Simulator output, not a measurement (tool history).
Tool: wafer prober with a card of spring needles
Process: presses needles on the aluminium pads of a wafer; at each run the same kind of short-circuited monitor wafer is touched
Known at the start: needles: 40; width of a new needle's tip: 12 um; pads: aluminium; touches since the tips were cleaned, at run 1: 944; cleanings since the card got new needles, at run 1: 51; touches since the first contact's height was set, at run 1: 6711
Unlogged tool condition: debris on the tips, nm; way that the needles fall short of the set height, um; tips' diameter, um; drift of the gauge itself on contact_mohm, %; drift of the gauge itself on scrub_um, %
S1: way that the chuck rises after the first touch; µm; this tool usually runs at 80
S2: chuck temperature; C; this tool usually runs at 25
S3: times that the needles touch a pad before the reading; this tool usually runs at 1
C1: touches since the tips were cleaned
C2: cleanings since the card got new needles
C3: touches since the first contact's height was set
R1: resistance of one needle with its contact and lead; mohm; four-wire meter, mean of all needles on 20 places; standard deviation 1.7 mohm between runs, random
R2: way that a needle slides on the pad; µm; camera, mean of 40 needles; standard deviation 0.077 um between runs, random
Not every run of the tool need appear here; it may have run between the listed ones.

| run | hour | S1 | S2 | S3 | C1 | C2 | C3 | R1 | R2 |
|---|---|---|---|---|---|---|---|---|---|
| 1 | 0 | 80 | 25 | 1 | 944 | 51 | 6711 | 181 | 18.4 |
|  | 7.7 | tips cleaned on abrasive film |
| 2 | 8.7 | 80 | 25 | 1 | 318 | 52 | 9479 | 180 | 18.53 |
|  | 18.1 | tips cleaned on abrasive film |
| 3 | 18.7 | 80 | 25 | 1 | 214 | 53 | 12683 | 178 | 18.44 |
|  | 28.6 | tips cleaned on abrasive film |
| 4 | 30.7 | 80 | 32 | 1 | 701 | 54 | 16524 | 184 | 18.5 |
|  | 39.6 | tips cleaned on abrasive film |
| 5 | 41.5 | 80 | 32 | 1 | 587 | 55 | 19945 | 178 | 18.44 |
|  | 50.3 | tips cleaned on abrasive film |
| 6 | 57 | 80 | 32 | 1 | 2166 | 56 | 24915 | 194 | 18.3 |
|  | 61.5 | tips cleaned on abrasive film |
| 7 | 69.5 | 80 | 32 | 1 | 2583 | 57 | 28919 | 195 | 18.46 |
|  | 72 | tips cleaned on abrasive film |
| 8 | 82.1 | 80 | 32 | 1 | 3262 | 58 | 32947 | 202 | 18.31 |
|  | 83.6 | tips cleaned on abrasive film |
| 9 | 93.4 | 80 | 32 | 1 | 3135 | 59 | 36549 | 199 | 18.24 |
|  | 94.2 | tips cleaned on abrasive film |
| 10 | 100.5 | 82 | 98 | 2 | 2002 | 60 | 38801 | 198 | 18.7 |
|  | 105 | tips cleaned on abrasive film |
|  | 116 | tips cleaned on abrasive film |
| 11 | 117 | 66 | 31 | 1 | 315 | 62 | 44058 | 183 | 14.91 |
|  | 127 | tips cleaned on abrasive film |
| 12 | 132.4 | 66 | 31 | 1 | 1751 | 63 | 48996 | 199 | 14.97 |

Run 13, settings as shown, results not yet in. Your forecast:
|  | 137.4 | tips cleaned on abrasive film |
| 13 | 140.4 | 66 | 31 | 1 | 958 | 64 | 51532 | ? | ? |

{"run 13": {"R1": 194, "R2": 14.87}}
With the hidden condition absent and the run-to-run variation left alone, this run would have shown R1 178 mohm, R2 15.21 µm.
